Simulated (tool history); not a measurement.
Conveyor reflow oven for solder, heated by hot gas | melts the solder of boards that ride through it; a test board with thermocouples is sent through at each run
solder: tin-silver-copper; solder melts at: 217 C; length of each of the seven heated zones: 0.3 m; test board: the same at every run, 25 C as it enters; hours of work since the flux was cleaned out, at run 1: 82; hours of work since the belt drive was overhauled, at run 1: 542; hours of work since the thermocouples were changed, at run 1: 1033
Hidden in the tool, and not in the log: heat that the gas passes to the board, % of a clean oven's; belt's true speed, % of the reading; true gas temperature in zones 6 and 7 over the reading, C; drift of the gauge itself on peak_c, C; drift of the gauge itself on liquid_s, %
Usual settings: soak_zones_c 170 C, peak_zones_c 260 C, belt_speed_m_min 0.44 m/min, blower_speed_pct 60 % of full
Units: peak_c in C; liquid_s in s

run,day,soak_zones_c,peak_zones_c,belt_speed_m_min,blower_speed_pct,hours of work since the flux was cleaned out,hours of work since the belt drive was overhauled,hours of work since the thermocouples were changed,peak_c,liquid_s
1,0.000,170,260,0.44,60,82,542,1033,238.6,46.3
2,1.362,170,258,0.44,60,108,568,1059,236.8,44.2
3,1.983,170,258,0.44,60,120,580,1071,236.9,44.3
# day 2.258: thermocouples of zones 6 and 7 changed
4,2.729,170,258,0.44,60,133,593,9,240.3,48.6
5,3.692,170,260,0.44,60,151,611,27,242.2,49.8
6,5.079,170,260,0.44,60,178,638,54,241.5,49.5
7,6.058,170,268,0.44,65,197,657,73,250.0,58.6
8,6.754,170,260,0.44,54,210,670,86,239.2,45.7

The next listed run, before its measurement:
9,7.396,170,260,0.44,54,222,682,98,?,?

peak_c: 239.0 C
liquid_s: 45.5 s
Without the tool's hidden state the same run would have given peak_c 239.7 C, liquid_s 45.9 s.

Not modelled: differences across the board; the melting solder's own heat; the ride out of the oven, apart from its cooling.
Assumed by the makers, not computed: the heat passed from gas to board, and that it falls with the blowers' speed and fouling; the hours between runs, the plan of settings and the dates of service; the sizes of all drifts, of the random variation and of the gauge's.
